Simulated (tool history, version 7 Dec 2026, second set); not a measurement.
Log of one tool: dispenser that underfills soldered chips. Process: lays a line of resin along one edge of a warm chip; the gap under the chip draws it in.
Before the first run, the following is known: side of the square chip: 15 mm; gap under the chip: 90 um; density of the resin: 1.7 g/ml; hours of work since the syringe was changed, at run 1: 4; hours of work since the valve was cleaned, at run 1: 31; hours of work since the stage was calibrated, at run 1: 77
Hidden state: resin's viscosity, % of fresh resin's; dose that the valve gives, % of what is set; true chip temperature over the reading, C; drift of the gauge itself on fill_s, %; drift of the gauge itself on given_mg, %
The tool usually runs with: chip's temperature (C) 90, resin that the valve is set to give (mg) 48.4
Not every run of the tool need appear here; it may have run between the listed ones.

run,hour,chip's temperature (C),resin that the valve is set to give (mg),hours of work since the syringe was changed,hours of work since the valve was cleaned,hours of work since the stage was calibrated,time until the resin shows at the far edge (s),resin that the valve gave (mg)
1,0,90,48.4,4,31,77,236.3,47.97
2,2.3,90,48.4,6,33,79,259.8,47.95
# hour 4.7: new syringe of resin
3,6.2,90,48.4,1,36,82,212.6,47.91
4,9.4,102,48.4,4,39,84,143.2,47.87
# hour 14: new syringe of resin
5,15.1,102,48.4,1,43,88,128.5,47.83
6,19.6,102,56.4,4,46,92,142.6,55.68
# hour 23.1: new syringe of resin
7,23.9,90,48.4,1,50,95,207.2,47.73
8,27.3,90,47,3,52,98,238.6,46.33
# hour 32.2: new syringe of resin
9,33.2,90,44.6,1,57,102,214.8,43.95
10,35.7,90,48.4,3,59,104,230.8,47.59
# hour 37.8: dispensing valve cleaned and set on the balance
11,40.4,90,48.4,6,2,107,265.5,48.32
# hour 42.4: new syringe of resin
12,44.5,93,45.9,2,5,110,196.7,45.71
13,49.7,93,45.9,6,9,114,233.1,45.63
# hour 51.5: new syringe of resin
14,55.1,103,55,3,13,119,130.4,54.66
15,58.6,103,55,6,16,121,148.9,54.65
# hour 60.8: new syringe of resin
16,61.9,86,46.9,1,18,124,255.9,46.57
17,66.5,87,50.9,5,22,127,282.4,50.48
18,68.9,87,50.9,6,24,129,304.2,50.45
# hour 70: new syringe of resin
19,74.5,92,46.1,4,28,134,214.8,45.66
# hour 79: new syringe of resin
20,79.8,92,46.1,1,32,137,198.6,45.56

Forecast run 21:
21,82.1,80,47.1,2,34,139,?,?

Run 21 measured time until the resin shows at the far edge (s) 358.3, resin that the valve gave (mg) 46.5.
If the tool had no hidden condition, the same run with the same run-to-run variation would have returned time until the resin shows at the far edge (s) 323.4, resin that the valve gave (mg) 47.05.
